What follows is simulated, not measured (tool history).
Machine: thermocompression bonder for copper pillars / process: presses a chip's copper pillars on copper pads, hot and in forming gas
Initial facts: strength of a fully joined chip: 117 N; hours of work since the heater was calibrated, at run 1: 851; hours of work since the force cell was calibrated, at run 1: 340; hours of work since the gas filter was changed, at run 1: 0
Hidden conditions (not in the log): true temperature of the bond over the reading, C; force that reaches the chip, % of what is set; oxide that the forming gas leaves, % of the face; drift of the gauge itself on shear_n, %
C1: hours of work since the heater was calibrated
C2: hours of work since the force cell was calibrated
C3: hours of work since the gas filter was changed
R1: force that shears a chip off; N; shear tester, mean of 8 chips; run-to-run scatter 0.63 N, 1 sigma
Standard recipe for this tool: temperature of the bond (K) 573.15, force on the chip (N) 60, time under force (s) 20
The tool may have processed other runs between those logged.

run 1 day=0.000 | temperature_of_the_bond_(K)=573.15 force_on_the_chip_(N)=60 time_under_force_(s)=20 | C1=851 C2=340 C3=0 | R1=64.5
run 2 day=1.479 | temperature_of_the_bond_(K)=573.15 force_on_the_chip_(N)=60 time_under_force_(s)=20 | C1=869 C2=358 C3=18 | R1=64.7
run 3 day=2.467 | temperature_of_the_bond_(K)=573.15 force_on_the_chip_(N)=60 time_under_force_(s)=20 | C1=881 C2=370 C3=30 | R1=65.2
-- day=2.817 heater calibrated with a thermocouple chip
run 4 day=3.750 | temperature_of_the_bond_(K)=573.15 force_on_the_chip_(N)=60 time_under_force_(s)=20 | C1=11 C2=385 C3=45 | R1=64.2
run 5 day=5.204 | temperature_of_the_bond_(K)=573.15 force_on_the_chip_(N)=60 time_under_force_(s)=20 | C1=29 C2=403 C3=63 | R1=63.7
run 6 day=5.912 | temperature_of_the_bond_(K)=573.15 force_on_the_chip_(N)=60 time_under_force_(s)=20 | C1=38 C2=412 C3=71 | R1=65.0
run 7 day=6.775 | temperature_of_the_bond_(K)=573.15 force_on_the_chip_(N)=60 time_under_force_(s)=46 | C1=49 C2=422 C3=82 | R1=81.3
run 8 day=8.342 | temperature_of_the_bond_(K)=573.15 force_on_the_chip_(N)=69 time_under_force_(s)=46 | C1=68 C2=441 C3=101 | R1=90.5
-- day=8.604 forming gas filter changed
run 9 day=9.996 | temperature_of_the_bond_(K)=573.15 force_on_the_chip_(N)=69 time_under_force_(s)=46 | C1=88 C2=461 C3=17 | R1=89.4
run 10 day=10.788 | temperature_of_the_bond_(K)=573.15 force_on_the_chip_(N)=69 time_under_force_(s)=46 | C1=97 C2=471 C3=27 | R1=89.9
run 11 day=12.029 | temperature_of_the_bond_(K)=579.15 force_on_the_chip_(N)=60 time_under_force_(s)=12 | C1=113 C2=486 C3=42 | R1=58.4
run 12 day=13.462 | temperature_of_the_bond_(K)=573.15 force_on_the_chip_(N)=37 time_under_force_(s)=20 | C1=130 C2=504 C3=60 | R1=38.6
run 13 day=14.429 | temperature_of_the_bond_(K)=548.15 force_on_the_chip_(N)=47 time_under_force_(s)=48 | C1=142 C2=516 C3=71 | R1=49.4
run 14 day=15.308 | temperature_of_the_bond_(K)=573.15 force_on_the_chip_(N)=60 time_under_force_(s)=39 | C1=153 C2=526 C3=82 | R1=79.2
run 15 day=16.908 | temperature_of_the_bond_(K)=573.15 force_on_the_chip_(N)=43 time_under_force_(s)=14 | C1=172 C2=546 C3=102 | R1=39.9
-- day=17.212 forming gas filter changed
run 16 day=17.729 | temperature_of_the_bond_(K)=555.15 force_on_the_chip_(N)=60 time_under_force_(s)=20 | C1=182 C2=556 C3=6 | R1=51.1
run 17 day=19.100 | temperature_of_the_bond_(K)=555.15 force_on_the_chip_(N)=60 time_under_force_(s)=20 | C1=199 C2=573 C3=23 | R1=50.9
run 18 day=19.829 | temperature_of_the_bond_(K)=599.15 force_on_the_chip_(N)=39 time_under_force_(s)=12 | C1=208 C2=582 C3=32 | R1=49.0
run 19 day=21.262 | temperature_of_the_bond_(K)=577.15 force_on_the_chip_(N)=44 time_under_force_(s)=14 | C1=226 C2=599 C3=50 | R1=42.8

Describe how what the log doesn't record of the tool's condition differs between the last listed run preceding each entry between runs and the first listed run following it.
Between runs 3 and 4: heater calibrated with a thermocouple chip (day 2.817)
  true temperature of the bond over the reading, C: 0.7 -> 0; oxide that the forming gas leaves, % of the face: 0.58 -> 0.61
Between runs 8 and 9: forming gas filter changed (day 8.604)
  oxide that the forming gas leaves, % of the face: 0.74 -> 0.54
Between runs 15 and 16: forming gas filter changed (day 17.212)
  true temperature of the bond over the reading, C: 0.1 -> 0.2; oxide that the forming gas leaves, % of the face: 0.75 -> 0.52
